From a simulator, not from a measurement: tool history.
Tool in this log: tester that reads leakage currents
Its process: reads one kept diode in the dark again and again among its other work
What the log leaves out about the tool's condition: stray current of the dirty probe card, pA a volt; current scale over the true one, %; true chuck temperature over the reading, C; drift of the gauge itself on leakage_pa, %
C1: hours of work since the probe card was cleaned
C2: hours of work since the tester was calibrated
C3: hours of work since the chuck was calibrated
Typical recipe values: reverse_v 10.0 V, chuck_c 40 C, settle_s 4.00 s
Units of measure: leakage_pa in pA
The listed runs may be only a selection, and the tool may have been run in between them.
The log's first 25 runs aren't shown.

{"run": 26, "hour": 887.8, "reverse_v": 10.0, "chuck_c": 40, "settle_s": 7.97, "C1": 1650, "C2": 32, "C3": 1451, "leakage_pa": 741.63}
{"run": 27, "hour": 916.7, "reverse_v": 17.8, "chuck_c": 54, "settle_s": 7.97, "C1": 1671, "C2": 52, "C3": 1471, "leakage_pa": 2587.25}
{"run": 28, "hour": 943.9, "reverse_v": 10.0, "chuck_c": 23, "settle_s": 4.0, "C1": 1690, "C2": 72, "C3": 1490, "leakage_pa": 207.37}
{"run": 29, "hour": 981.3, "reverse_v": 1.4, "chuck_c": 28, "settle_s": 4.0, "C1": 1716, "C2": 98, "C3": 1517, "leakage_pa": 113.76}
{"run": 30, "hour": 1027.9, "reverse_v": 15.9, "chuck_c": 40, "settle_s": 1.81, "C1": 1748, "C2": 130, "C3": 1549, "leakage_pa": 943.53}
{"run": 31, "hour": 1076.8, "reverse_v": 4.5, "chuck_c": 40, "settle_s": 0.32, "C1": 1783, "C2": 165, "C3": 1584, "leakage_pa": 506.13}
{"run": 32, "hour": 1125.6, "reverse_v": 10.0, "chuck_c": 41, "settle_s": 0.33, "C1": 1817, "C2": 199, "C3": 1618, "leakage_pa": 806.69}
{"run": 33, "hour": 1168.6, "reverse_v": 10.0, "chuck_c": 41, "settle_s": 0.33, "C1": 1847, "C2": 229, "C3": 1648, "leakage_pa": 813.04}
{"run": 34, "hour": 1207.6, "reverse_v": 1.5, "chuck_c": 21, "settle_s": 3.17, "C1": 1874, "C2": 256, "C3": 1675, "leakage_pa": 68.84}
{"run": 35, "hour": 1252.6, "reverse_v": 10.0, "chuck_c": 21, "settle_s": 4.0, "C1": 1906, "C2": 288, "C3": 1707, "leakage_pa": 179.68}
{"run": 36, "hour": 1284.8, "reverse_v": 10.0, "chuck_c": 23, "settle_s": 4.0, "C1": 1928, "C2": 310, "C3": 1729, "leakage_pa": 210.72}
{"run": 37, "hour": 1329.3, "reverse_v": 6.7, "chuck_c": 40, "settle_s": 0.33, "C1": 1960, "C2": 341, "C3": 1760, "leakage_pa": 621.2}
{"run": 38, "hour": 1355.7, "reverse_v": 10.0, "chuck_c": 43, "settle_s": 0.67, "C1": 1978, "C2": 360, "C3": 1779, "leakage_pa": 930.58}
{"hour": 1383.9, "done": "chuck's temperature calibrated"}
{"run": 39, "hour": 1396.6, "reverse_v": 4.2, "chuck_c": 46, "settle_s": 0.95, "C1": 2005, "C2": 387, "C3": 9, "leakage_pa": 667.21}

For run 40, what comes out?
{"run": 40, "hour": 1433.7, "reverse_v": 1.5, "chuck_c": 46, "settle_s": 1.73, "C1": 2031, "C2": 413, "C3": 35, "leakage_pa": "?"}

Run 40 came out at leakage_pa 397.94 pA.
Take away the tool's hidden state, keep the run-to-run variation as it was, and the same run would have given leakage_pa 397.80 pA.
